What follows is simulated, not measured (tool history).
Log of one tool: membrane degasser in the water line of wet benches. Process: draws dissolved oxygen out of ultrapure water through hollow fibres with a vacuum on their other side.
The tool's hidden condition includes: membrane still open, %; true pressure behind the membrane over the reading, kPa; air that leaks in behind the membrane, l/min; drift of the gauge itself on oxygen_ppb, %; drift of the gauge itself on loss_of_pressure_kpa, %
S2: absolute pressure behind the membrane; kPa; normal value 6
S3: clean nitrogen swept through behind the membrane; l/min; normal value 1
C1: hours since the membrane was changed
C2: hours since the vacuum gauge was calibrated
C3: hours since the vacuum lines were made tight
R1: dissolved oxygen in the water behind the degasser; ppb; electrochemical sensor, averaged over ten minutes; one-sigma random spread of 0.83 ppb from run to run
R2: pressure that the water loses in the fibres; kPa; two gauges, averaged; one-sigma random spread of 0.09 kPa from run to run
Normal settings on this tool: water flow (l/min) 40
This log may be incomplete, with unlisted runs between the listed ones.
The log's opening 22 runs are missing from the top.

Run 23, hour 2884.7: usual settings but water flow (l/min) 31, S2 12.86 kPa, S3 0.63 l/min; C1 4907; C2 755; C3 2130. Result: R1 842.8 ppb, R2 28.71 kPa.
Run 24, hour 3051: usual settings but water flow (l/min) 31, S2 12.86 kPa, S3 0.63 l/min; C1 5074; C2 921; C3 2296. Result: R1 844.3 ppb, R2 28.77 kPa.
Run 25, hour 3181.7: usual settings but water flow (l/min) 31, S2 10.13 kPa, S3 0.63 l/min; C1 5204; C2 1052; C3 2427. Result: R1 620.9 ppb, R2 28.7 kPa.
Run 26, hour 3325.2: usual settings but water flow (l/min) 37, S2 10.44 kPa, S3 0.47 l/min; C1 5348; C2 1195; C3 2570. Result: R1 892.1 ppb, R2 34.21 kPa.
Run 27, hour 3418: usual settings but water flow (l/min) 34, S2 8.26 kPa; C1 5441; C2 1288; C3 2663. Result: R1 354.6 ppb, R2 31.54 kPa.
Run 28, hour 3564.2: usual settings but water flow (l/min) 34, S2 8.26 kPa, S3 0.41 l/min; C1 5587; C2 1434; C3 2809. Result: R1 661.8 ppb, R2 31.63 kPa.
Run 29, hour 3742.2: usual settings but water flow (l/min) 34, S2 8.26 kPa, S3 0.41 l/min; C1 5765; C2 1612; C3 2987. Result: R1 664.9 ppb, R2 31.61 kPa.
Run 30, hour 3865.9: usual settings but water flow (l/min) 35, S2 13.03 kPa, S3 0.66 l/min; C1 5889; C2 1736; C3 3111. Result: R1 912.8 ppb, R2 32.48 kPa.
Run 31, hour 3949.1: usual settings but water flow (l/min) 49, S2 12.87 kPa, S3 1.25 l/min; C1 5972; C2 1819; C3 3194. Result: R1 739.6 ppb, R2 45.51 kPa.
Run 32, hour 4080: usual settings but S3 0.77 l/min; C1 6103; C2 1950; C3 3325. Result: R1 288.1 ppb, R2 37.1 kPa.

4 options for the next run, each taken on its own from the tool as it stands now. Forecast them:
Run A, hour 4180.1: usual settings but water flow (l/min) 29, S2 6.97 kPa, S3 1.09 l/min; C1 6203; C2 2050; C3 3425. Result: R1 ?, R2 ?.
Run B, hour 4180.1: usual settings but water flow (l/min) 41, S2 4.4 kPa, S3 1.65 l/min; C1 6203; C2 2050; C3 3425. Result: R1 ?, R2 ?.
Run C, hour 4180.1: usual settings but water flow (l/min) 53, S3 2.02 l/min; C1 6203; C2 2050; C3 3425. Result: R1 ?, R2 ?.
Run D, hour 4180.1: usual settings but water flow (l/min) 27; C1 6203; C2 2050; C3 3425. Result: R1 ?, R2 ?.

run     R1     R2
  A  219.2  26.88
  B   83.3   38.2
  C  194.9  49.32
  D    167  25.01
What these runs would have given with no unlogged condition in the tool:
run     R1     R2
  A  214.4  26.16
  B   77.4  37.19
  C  186.5  48.01
  D  162.4  24.34

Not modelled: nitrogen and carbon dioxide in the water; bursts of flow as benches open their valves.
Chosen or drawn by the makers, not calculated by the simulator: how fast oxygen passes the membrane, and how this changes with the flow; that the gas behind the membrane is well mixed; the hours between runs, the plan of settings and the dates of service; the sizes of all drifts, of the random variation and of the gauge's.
